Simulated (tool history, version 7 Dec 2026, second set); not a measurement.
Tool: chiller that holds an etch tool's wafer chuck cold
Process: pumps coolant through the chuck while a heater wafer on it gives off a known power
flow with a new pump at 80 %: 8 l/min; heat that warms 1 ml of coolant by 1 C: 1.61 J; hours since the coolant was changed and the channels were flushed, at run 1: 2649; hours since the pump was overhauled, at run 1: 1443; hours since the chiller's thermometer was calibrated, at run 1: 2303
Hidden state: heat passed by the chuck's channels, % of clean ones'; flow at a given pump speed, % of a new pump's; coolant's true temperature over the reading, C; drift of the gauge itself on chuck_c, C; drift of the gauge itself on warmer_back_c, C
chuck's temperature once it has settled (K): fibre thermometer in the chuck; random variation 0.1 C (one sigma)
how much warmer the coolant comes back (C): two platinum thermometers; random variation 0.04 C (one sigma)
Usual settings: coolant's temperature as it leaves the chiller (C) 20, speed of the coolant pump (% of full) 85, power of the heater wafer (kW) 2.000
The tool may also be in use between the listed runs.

| run | hour | coolant's temperature as it leaves the chiller (C) | speed of the coolant pump (% of full) | power of the heater wafer (kW) | hours since the coolant was changed and the channels were flushed | hours since the pump was overhauled | hours since the chiller's thermometer was calibrated | chuck's temperature once it has settled (K) | how much warmer the coolant comes back (C) |
|---|---|---|---|---|---|---|---|---|---|
| 1 | 0.0 | 20 | 85 | 2.000 | 2649 | 1443 | 2303 | 310.65 | 8.83 |
| 2 | 87.3 | 20 | 85 | 2.000 | 2737 | 1530 | 2390 | 310.35 | 8.83 |
| 3 | 143.8 | 20 | 85 | 1.150 | 2793 | 1587 | 2446 | 303.15 | 5.10 |
| 4 | 196.4 | 24 | 85 | 2.000 | 2846 | 1639 | 2499 | 314.45 | 8.84 |
| 5 | 313.8 | 24 | 85 | 2.000 | 2963 | 1757 | 2616 | 314.55 | 8.88 |
| 6 | 369.2 | 24 | 69 | 2.000 | 3019 | 1812 | 2672 | 316.85 | 10.89 |
| 7 | 488.9 | 24 | 69 | 2.000 | 3138 | 1932 | 2791 | 317.05 | 10.89 |
| 8 | 578.5 | 20 | 85 | 2.000 | 3228 | 2021 | 2881 | 310.75 | 8.87 |
| 9 | 698.8 | 19 | 85 | 2.000 | 3348 | 2142 | 3001 | 309.85 | 8.83 |
|  | 756.8 | chiller's thermometer calibrated |
| 10 | 756.8 | 19 | 85 | 2.000 | 3405 | 2199 | 0 | 309.55 | 8.83 |
| 11 | 872.2 | 19 | 85 | 2.000 | 3520 | 2314 | 115 | 309.65 | 8.88 |
| 12 | 932.9 | 19 | 85 | 2.000 | 3581 | 2375 | 176 | 309.85 | 8.92 |
| 13 | 987.2 | 19 | 85 | 2.000 | 3635 | 2429 | 230 | 309.35 | 8.89 |
| 14 | 1083.7 | 20 | 64 | 2.000 | 3732 | 2526 | 327 | 314.15 | 11.91 |
| 15 | 1163.7 | 20 | 64 | 2.000 | 3812 | 2606 | 407 | 314.25 | 11.92 |
| 16 | 1265.8 | 20 | 85 | 2.000 | 3914 | 2708 | 509 | 310.85 | 8.97 |
| 17 | 1375.7 | 20 | 85 | 2.000 | 4024 | 2818 | 619 | 310.85 | 8.91 |
| 18 | 1461.0 | 28 | 80 | 1.693 | 4109 | 2903 | 704 | 316.65 | 8.10 |
| 19 | 1528.4 | 28 | 80 | 1.693 | 4177 | 2970 | 772 | 316.75 | 8.05 |
| 20 | 1596.8 | 17 | 61 | 2.678 | 4245 | 3039 | 840 | 319.45 | 16.78 |
| 21 | 1653.5 | 14 | 74 | 1.405 | 4302 | 3095 | 897 | 300.95 | 7.31 |
| 22 | 1719.0 | 28 | 74 | 1.405 | 4367 | 3161 | 962 | 314.75 | 7.24 |
| 23 | 1804.8 | 23 | 85 | 1.291 | 4453 | 3247 | 1048 | 307.65 | 5.82 |
| 24 | 1914.6 | 21 | 94 | 2.808 | 4563 | 3357 | 1158 | 317.85 | 11.48 |
| 25 | 2020.8 | 23 | 94 | 2.315 | 4669 | 3463 | 1264 | 315.75 | 9.44 |
| 26 | 2135.3 | 24 | 91 | 1.130 | 4784 | 3577 | 1379 | 307.05 | 4.77 |
| 27 | 2215.4 | 24 | 91 | 1.130 | 4864 | 3657 | 1459 | 307.05 | 4.77 |
| 28 | 2337.1 | 21 | 70 | 2.130 | 4985 | 3779 | 1580 | 315.75 | 11.67 |
| 29 | 2397.7 | 19 | 85 | 1.849 | 5046 | 3840 | 1641 | 308.95 | 8.39 |
| 30 | 2503.1 | 20 | 85 | 1.505 | 5151 | 3945 | 1746 | 306.65 | 6.80 |
| 31 | 2614.3 | 20 | 85 | 1.505 | 5263 | 4056 | 1858 | 306.65 | 6.83 |
| 32 | 2727.6 | 20 | 85 | 1.505 | 5376 | 4170 | 1971 | 307.05 | 6.80 |

Forecast each of these 3 alternatives for the next run:
| A | 2835.0 | 17 | 85 | 1.505 | 5483 | 4277 | 2078 | ? | ? |
| B | 2835.0 | 20 | 90 | 2.000 | 5483 | 4277 | 2078 | ? | ? |
| C | 2835.0 | 16 | 85 | 1.644 | 5483 | 4277 | 2078 | ? | ? |

| run | chuck's temperature once it has settled (K) | how much warmer the coolant comes back (C) |
|---|---|---|
| A | 304.05 | 6.85 |
| B | 310.75 | 8.65 |
| C | 304.25 | 7.46 |
Without the tool's hidden state the same runs would have given:
| run | chuck's temperature once it has settled (K) | how much warmer the coolant comes back (C) |
|---|---|---|
| A | 302.65 | 6.63 |
| B | 308.95 | 8.36 |
| C | 302.75 | 7.21 |

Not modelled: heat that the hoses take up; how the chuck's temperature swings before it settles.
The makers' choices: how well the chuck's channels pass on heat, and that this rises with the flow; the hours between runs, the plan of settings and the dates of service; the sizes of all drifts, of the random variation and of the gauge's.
